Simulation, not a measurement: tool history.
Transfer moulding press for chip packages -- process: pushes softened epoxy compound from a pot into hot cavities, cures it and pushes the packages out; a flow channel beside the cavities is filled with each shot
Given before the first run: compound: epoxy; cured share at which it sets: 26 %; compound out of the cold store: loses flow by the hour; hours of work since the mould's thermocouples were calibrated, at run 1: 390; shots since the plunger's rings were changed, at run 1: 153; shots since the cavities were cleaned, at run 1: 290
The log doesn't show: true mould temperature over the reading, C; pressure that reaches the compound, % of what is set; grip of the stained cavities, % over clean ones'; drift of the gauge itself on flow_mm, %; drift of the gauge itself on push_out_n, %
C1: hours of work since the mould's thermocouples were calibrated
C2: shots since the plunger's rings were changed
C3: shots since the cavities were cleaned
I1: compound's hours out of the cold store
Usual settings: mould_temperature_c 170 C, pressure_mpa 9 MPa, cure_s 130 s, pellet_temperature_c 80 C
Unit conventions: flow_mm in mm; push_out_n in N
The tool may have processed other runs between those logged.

run 1 hour=0 | mould_temperature_c=170 pressure_mpa=9 cure_s=130 pellet_temperature_c=80 | C1=390 C2=153 C3=290 | I1=12.1 | flow_mm=925 push_out_n=424
-- hour=26.8 cavities cleaned with cleaning compound and waxed
run 2 hour=48.4 | mould_temperature_c=170 pressure_mpa=9 cure_s=130 pellet_temperature_c=80 | C1=427 C2=699 C3=251 | I1=37.7 | flow_mm=804 push_out_n=434
-- hour=76.8 cavities cleaned with cleaning compound and waxed
run 3 hour=117.4 | mould_temperature_c=170 pressure_mpa=9 cure_s=130 pellet_temperature_c=80 | C1=481 C2=1485 C3=473 | I1=16.8 | flow_mm=894 push_out_n=461
-- hour=129.2 cavities cleaned with cleaning compound and waxed
-- hour=181.7 cavities cleaned with cleaning compound and waxed
run 4 hour=187 | mould_temperature_c=170 pressure_mpa=9 cure_s=130 pellet_temperature_c=80 | C1=534 C2=2261 C3=62 | I1=13.7 | flow_mm=909 push_out_n=389
run 5 hour=226.7 | mould_temperature_c=170 pressure_mpa=9 cure_s=130 pellet_temperature_c=80 | C1=565 C2=2723 C3=524 | I1=35.7 | flow_mm=798 push_out_n=464
-- hour=232.5 cavities cleaned with cleaning compound and waxed
run 6 hour=266.2 | mould_temperature_c=170 pressure_mpa=9 cure_s=130 pellet_temperature_c=80 | C1=596 C2=3166 C3=394 | I1=9.6 | flow_mm=905 push_out_n=463
-- hour=278.5 plunger's sealing rings changed
-- hour=284.7 cavities cleaned with cleaning compound and waxed
-- hour=337.1 cavities cleaned with cleaning compound and waxed
run 7 hour=337.2 | mould_temperature_c=170 pressure_mpa=9 cure_s=130 pellet_temperature_c=80 | C1=648 C2=649 C3=2 | I1=29.2 | flow_mm=841 push_out_n=357
run 8 hour=378.8 | mould_temperature_c=170 pressure_mpa=9 cure_s=130 pellet_temperature_c=80 | C1=681 C2=1133 C3=486 | I1=36.9 | flow_mm=810 push_out_n=456
-- hour=386.8 cavities cleaned with cleaning compound and waxed
run 9 hour=427.1 | mould_temperature_c=170 pressure_mpa=9 cure_s=130 pellet_temperature_c=80 | C1=718 C2=1679 C3=470 | I1=17.1 | flow_mm=889 push_out_n=495
-- hour=437.7 cavities cleaned with cleaning compound and waxed
-- hour=463.5 mould's thermocouples calibrated
run 10 hour=475.7 | mould_temperature_c=170 pressure_mpa=9 cure_s=130 pellet_temperature_c=80 | C1=10 C2=2203 C3=418 | I1=9.7 | flow_mm=919 push_out_n=497
-- hour=490.2 cavities cleaned with cleaning compound and waxed
run 11 hour=508.1 | mould_temperature_c=170 pressure_mpa=9 cure_s=130 pellet_temperature_c=80 | C1=34 C2=2563 C3=208 | I1=26.5 | flow_mm=831 push_out_n=447
-- hour=542.5 cavities cleaned with cleaning compound and waxed
run 12 hour=546.3 | mould_temperature_c=170 pressure_mpa=9 cure_s=130 pellet_temperature_c=80 | C1=64 C2=2991 C3=44 | I1=32.3 | flow_mm=804 push_out_n=401
-- hour=571.1 plunger's sealing rings changed
-- hour=594.4 cavities cleaned with cleaning compound and waxed
run 13 hour=597.1 | mould_temperature_c=170 pressure_mpa=9 cure_s=130 pellet_temperature_c=80 | C1=101 C2=285 C3=31 | I1=30 | flow_mm=853 push_out_n=413
-- hour=643.1 cavities cleaned with cleaning compound and waxed
run 14 hour=652.1 | mould_temperature_c=170 pressure_mpa=7.72 cure_s=130 pellet_temperature_c=80 | C1=144 C2=909 C3=105 | I1=36.9 | flow_mm=753 push_out_n=409
-- hour=695 cavities cleaned with cleaning compound and waxed
run 15 hour=714.4 | mould_temperature_c=170 pressure_mpa=7.72 cure_s=130 pellet_temperature_c=80 | C1=192 C2=1617 C3=226 | I1=25.1 | flow_mm=799 push_out_n=453
-- hour=745.1 cavities cleaned with cleaning compound and waxed
run 16 hour=748 | mould_temperature_c=165 pressure_mpa=10.26 cure_s=154 pellet_temperature_c=74 | C1=218 C2=1990 C3=33 | I1=26.9 | flow_mm=918 push_out_n=427
-- hour=798.2 cavities cleaned with cleaning compound and waxed
run 17 hour=807.1 | mould_temperature_c=170 pressure_mpa=9 cure_s=135 pellet_temperature_c=80 | C1=264 C2=2662 C3=104 | I1=35.5 | flow_mm=803 push_out_n=401
-- hour=840.3 mould's thermocouples calibrated, once more
-- hour=849.9 cavities cleaned with cleaning compound and waxed
run 18 hour=849.9 | mould_temperature_c=170 pressure_mpa=10.02 cure_s=130 pellet_temperature_c=75 | C1=6 C2=3119 C3=0 | I1=40.4 | flow_mm=810 push_out_n=334
-- hour=863.4 plunger's sealing rings changed
run 19 hour=894.5 | mould_temperature_c=170 pressure_mpa=10.57 cure_s=112 pellet_temperature_c=80 | C1=40 C2=362 C3=490 | I1=23.3 | flow_mm=947 push_out_n=550
-- hour=902 cavities cleaned with cleaning compound and waxed
-- hour=951.6 cavities cleaned with cleaning compound and waxed
run 20 hour=951.6 | mould_temperature_c=170 pressure_mpa=10.57 cure_s=131 pellet_temperature_c=85 | C1=83 C2=993 C3=0 | I1=8.5 | flow_mm=1009 push_out_n=355
run 21 hour=981.5 | mould_temperature_c=170 pressure_mpa=10.57 cure_s=131 pellet_temperature_c=85 | C1=107 C2=1340 C3=347 | I1=35.4 | flow_mm=881 push_out_n=414
-- hour=1003.2 cavities cleaned with cleaning compound and waxed
run 22 hour=1034.3 | mould_temperature_c=178 pressure_mpa=9.5 cure_s=136 pellet_temperature_c=71 | C1=148 C2=1938 C3=362 | I1=26.9 | flow_mm=845 push_out_n=346
-- hour=1051.9 cavities cleaned with cleaning compound and waxed
-- hour=1101.1 cavities cleaned with cleaning compound and waxed
run 23 hour=1101.1 | mould_temperature_c=173 pressure_mpa=10.25 cure_s=168 pellet_temperature_c=76 | C1=199 C2=2681 C3=0 | I1=21.8 | flow_mm=904 push_out_n=302
-- hour=1149.8 plunger's sealing rings changed
-- hour=1156.4 cavities cleaned with cleaning compound and waxed
run 24 hour=1164.1 | mould_temperature_c=173 pressure_mpa=10.25 cure_s=168 pellet_temperature_c=76 | C1=246 C2=149 C3=89 | I1=14.3 | flow_mm=971 push_out_n=308
-- hour=1206.3 cavities cleaned with cleaning compound and waxed
run 25 hour=1233.6 | mould_temperature_c=165 pressure_mpa=8.01 cure_s=121 pellet_temperature_c=81 | C1=300 C2=941 C3=318 | I1=17.5 | flow_mm=860 push_out_n=678
-- hour=1258 cavities cleaned with cleaning compound and waxed
run 26 hour=1282.9 | mould_temperature_c=170 pressure_mpa=9 cure_s=156 pellet_temperature_c=80 | C1=338 C2=1498 C3=291 | I1=46.4 | flow_mm=763 push_out_n=338

The logged runs with the hidden state left out (each run's random variation unchanged):
run=1 flow_mm=926 push_out_n=344
run=2 flow_mm=810 push_out_n=357
run=3 flow_mm=908 push_out_n=351
run=4 flow_mm=930 push_out_n=350
run=5 flow_mm=821 push_out_n=347
run=6 flow_mm=936 push_out_n=355
run=7 flow_mm=850 push_out_n=332
run=8 flow_mm=822 push_out_n=338
run=9 flow_mm=908 push_out_n=361
run=10 flow_mm=943 push_out_n=363
run=11 flow_mm=856 push_out_n=348
run=12 flow_mm=833 push_out_n=348
run=13 flow_mm=852 push_out_n=352
run=14 flow_mm=756 push_out_n=336
run=15 flow_mm=808 push_out_n=351
run=16 flow_mm=933 push_out_n=362
run=17 flow_mm=823 push_out_n=333
run=18 flow_mm=840 push_out_n=332
run=19 flow_mm=952 push_out_n=446
run=20 flow_mm=1022 push_out_n=347
run=21 flow_mm=895 push_out_n=346
run=22 flow_mm=864 push_out_n=287
run=23 flow_mm=931 push_out_n=289
run=24 flow_mm=972 push_out_n=284
run=25 flow_mm=868 push_out_n=563
run=26 flow_mm=775 push_out_n=281
